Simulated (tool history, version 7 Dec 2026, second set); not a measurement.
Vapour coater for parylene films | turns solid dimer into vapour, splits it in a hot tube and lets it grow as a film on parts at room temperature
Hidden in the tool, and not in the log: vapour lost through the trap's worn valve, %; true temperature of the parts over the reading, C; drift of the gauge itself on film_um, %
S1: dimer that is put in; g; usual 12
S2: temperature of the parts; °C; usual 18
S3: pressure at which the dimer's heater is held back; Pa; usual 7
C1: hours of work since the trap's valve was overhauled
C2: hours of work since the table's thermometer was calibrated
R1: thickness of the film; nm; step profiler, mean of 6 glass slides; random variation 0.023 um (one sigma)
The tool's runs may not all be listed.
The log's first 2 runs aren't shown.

| run | hour | S1 | S2 | S3 | C1 | C2 | R1 |
|---|---|---|---|---|---|---|---|
|  | 64.6 | trap's valve overhauled |
| 3 | 78.2 | 12 | 18 | 7 | 7 | 1165 | 2600 |
| 4 | 123.5 | 12 | 18 | 7 | 31 | 1189 | 2630 |
| 5 | 157.9 | 12 | 18 | 7 | 49 | 1207 | 2590 |
| 6 | 185.9 | 12 | 18 | 7 | 64 | 1222 | 2600 |
| 7 | 233.3 | 12 | 18 | 2.88 | 88 | 1247 | 3070 |
| 8 | 258.8 | 12 | 18 | 2.88 | 102 | 1260 | 3070 |
| 9 | 292.5 | 12 | 18 | 2.88 | 119 | 1278 | 3030 |
| 10 | 348 | 12 | 12 | 7 | 149 | 1307 | 3280 |
| 11 | 391.2 | 12 | 12 | 7 | 171 | 1329 | 3240 |
| 12 | 431.6 | 12 | 12 | 7 | 192 | 1351 | 3200 |
| 13 | 475.1 | 12 | 12 | 7 | 215 | 1373 | 3220 |
| 14 | 500.1 | 12 | 14 | 7 | 228 | 1387 | 3000 |
| 15 | 531.9 | 12 | 14 | 7 | 245 | 1403 | 2950 |
| 16 | 562.4 | 12 | 14 | 7 | 261 | 1419 | 2900 |
| 17 | 611.5 | 12 | 14 | 7 | 287 | 1445 | 2940 |
| 18 | 662.8 | 12 | 18 | 7 | 314 | 1472 | 2470 |
| 19 | 719.4 | 12 | 18 | 2.53 | 343 | 1502 | 2990 |
| 20 | 761.4 | 12 | 18 | 7 | 365 | 1524 | 2430 |
| 21 | 816.7 | 12 | 18 | 7 | 394 | 1553 | 2470 |
| 22 | 858.8 | 12 | 18 | 7 | 416 | 1575 | 2390 |
| 23 | 892.2 | 12 | 18 | 7 | 434 | 1592 | 2420 |
| 24 | 926.2 | 12 | 18 | 7 | 452 | 1610 | 2390 |

The next listed run, before its measurement:
| 25 | 957.8 | 7 | 18 | 7 | 468 | 1627 | ? |

R1: 1410 nm
Without the tool's hidden state the same run would have given R1 1560 nm.
